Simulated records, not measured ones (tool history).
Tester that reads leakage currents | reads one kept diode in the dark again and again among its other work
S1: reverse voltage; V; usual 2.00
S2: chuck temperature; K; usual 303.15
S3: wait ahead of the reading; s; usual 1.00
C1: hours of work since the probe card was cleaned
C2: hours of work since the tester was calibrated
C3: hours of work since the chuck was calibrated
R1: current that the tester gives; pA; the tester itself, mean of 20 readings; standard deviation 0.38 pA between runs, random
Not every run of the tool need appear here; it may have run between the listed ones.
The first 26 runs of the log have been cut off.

run 27 hour=4685.3 | S1=4.81 S2=321.15 S3=1.18 | C1=514 C2=1177 C3=1385 | R1=678.49
run 28 hour=4880.1 | S1=10.73 S2=318.15 S3=0.38 | C1=657 C2=1321 C3=1529 | R1=720.68
run 29 hour=5001.2 | S1=10.73 S2=318.15 S3=0.38 | C1=747 C2=1410 C3=1618 | R1=722.20
run 30 hour=5228.5 | S1=10.73 S2=318.15 S3=0.38 | C1=915 C2=1578 C3=1786 | R1=727.46
run 31 hour=5379.1 | S1=10.73 S2=318.15 S3=0.38 | C1=1026 C2=1689 C3=1897 | R1=726.48
-- hour=5458.7 chuck's temperature calibrated
run 32 hour=5625.4 | S1=10.73 S2=318.15 S3=0.38 | C1=1206 C2=1870 C3=123 | R1=716.13
run 33 hour=5770.8 | S1=10.73 S2=318.15 S3=0.38 | C1=1314 C2=1977 C3=230 | R1=716.34
run 34 hour=5971.8 | S1=9.47 S2=303.15 S3=0.51 | C1=1462 C2=2125 C3=379 | R1=224.79
-- hour=6186.8 tester calibrated
run 35 hour=6230.0 | S1=1.46 S2=305.15 S3=1.00 | C1=1651 C2=32 C3=568 | R1=137.11
run 36 hour=6416.3 | S1=1.34 S2=296.15 S3=0.70 | C1=1789 C2=169 C3=706 | R1=65.00
run 37 hour=6622.6 | S1=1.34 S2=296.15 S3=0.70 | C1=1941 C2=322 C3=858 | R1=65.28
run 38 hour=6793.4 | S1=1.34 S2=303.15 S3=5.16 | C1=2067 C2=448 C3=984 | R1=115.26
run 39 hour=6942.3 | S1=9.30 S2=310.15 S3=1.00 | C1=2177 C2=558 C3=1094 | R1=378.66

Predict each of these 3 candidate next runs independently; none follows another, all start after run 39:
run A hour=7063.2 | S1=1.40 S2=310.15 S3=5.70 | C1=2266 C2=647 C3=1183 | R1=?
run B hour=7063.2 | S1=9.30 S2=310.15 S3=0.31 | C1=2266 C2=647 C3=1183 | R1=?
run C hour=7063.2 | S1=14.31 S2=310.15 S3=0.35 | C1=2266 C2=647 C3=1183 | R1=?

run=A R1=203.83
run=B R1=384.53
run=C R1=441.72
The same runs, with their run-to-run variation unchanged, on a tool lacking any hidden condition would have given:
run=A R1=194.77
run=B R1=366.27
run=C R1=420.04

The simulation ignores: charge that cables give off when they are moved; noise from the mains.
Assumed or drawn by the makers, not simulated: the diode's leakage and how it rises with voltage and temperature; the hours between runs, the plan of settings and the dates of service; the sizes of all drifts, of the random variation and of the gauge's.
